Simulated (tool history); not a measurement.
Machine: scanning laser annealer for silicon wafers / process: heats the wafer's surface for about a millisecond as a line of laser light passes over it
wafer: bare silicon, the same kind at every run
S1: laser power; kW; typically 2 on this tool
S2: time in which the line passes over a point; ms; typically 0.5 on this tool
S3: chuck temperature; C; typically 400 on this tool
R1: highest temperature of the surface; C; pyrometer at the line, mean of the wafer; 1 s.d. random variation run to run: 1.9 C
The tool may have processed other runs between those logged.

run	hour	S1	S2	S3	R1
1	0	2	0.5	400	1126
2	60.8	2	0.5	400	1124
3	123.5	2	0.5	392	1114
4	170.3	2	0.5	392	1110
5	220.1	2	0.5	392	1109
6	263.9	2	0.5	392	1105
7	312.4	2	0.5	392	1105
8	352	2	0.5	400	1159
9	411.1	2	0.5	400	1152
10	477.2	2	0.5	400	1149
11	531.9	2	0.5	400	1151
12	593.6	2	0.5	429	1172
13	639.8	2	0.5	429	1170
14	703.1	2	0.5	429	1172
15	748.9	2	0.5	429	1164
16	806.9	2	0.384	429	1062
17	859.8	2	0.5	400	1130
18	891.7	2	0.5	400	1127
19	929.9	2	0.5	400	1127
20	979.5	2	0.5	400	1126
21	1029.4	2	0.5	400	1120
22	1061.1	1.706	0.529	400	1023
23	1113.8	1.706	0.529	400	1022
24	1164.9	2.121	0.5	400	1165
25	1223.3	2.115	0.5	426	1183
26	1281.6	1.976	0.471	381	1060
27	1344.3	2.057	0.414	401	1059
28	1408	2	0.371	384	1024
29	1474.1	2.11	0.501	434	1236
30	1539.8	2.11	0.501	434	1232
31	1575.7	2.11	0.501	434	1230
32	1613.6	2.11	0.501	434	1225
33	1642	2	0.543	407	1187
34	1705.5	2.097	0.583	400	1253
35	1753.5	2.099	0.411	426	1126
36	1815.5	2.099	0.411	426	1125
37	1854.7	2.099	0.411	426	1120
38	1921.7	2.012	0.54	426	1191
39	1987.7	2.012	0.54	426	1190
40	2030.4	2.012	0.54	426	1185
41	2061.8	2.012	0.54	426	1189

Removed from this log: 2 entries logged between the listed runs. Between which two listed runs does each belong, and how does the tool's hidden state at the listed run before it compare with that at the listed run after it?
Runs 7 to 8: window over the wafer cleaned (hour 334.1)
  light that passes the window, % of a clean one's: 94.28 -> 99.4; width of the line over the set one, %: 0.84 -> 0.87
  measured value less the no-hidden-state value, R1: -51 -> -7 C
Runs 27 to 28: window over the wafer cleaned (hour 1383.5)
  light that passes the window, % of a clean one's: 93.84 -> 99.68; laser's true power over the reading, %: 0.33 -> 0.34; width of the line over the set one, %: 1.61 -> 1.65
  measured value less the no-hidden-state value, R1: -53 -> -6 C
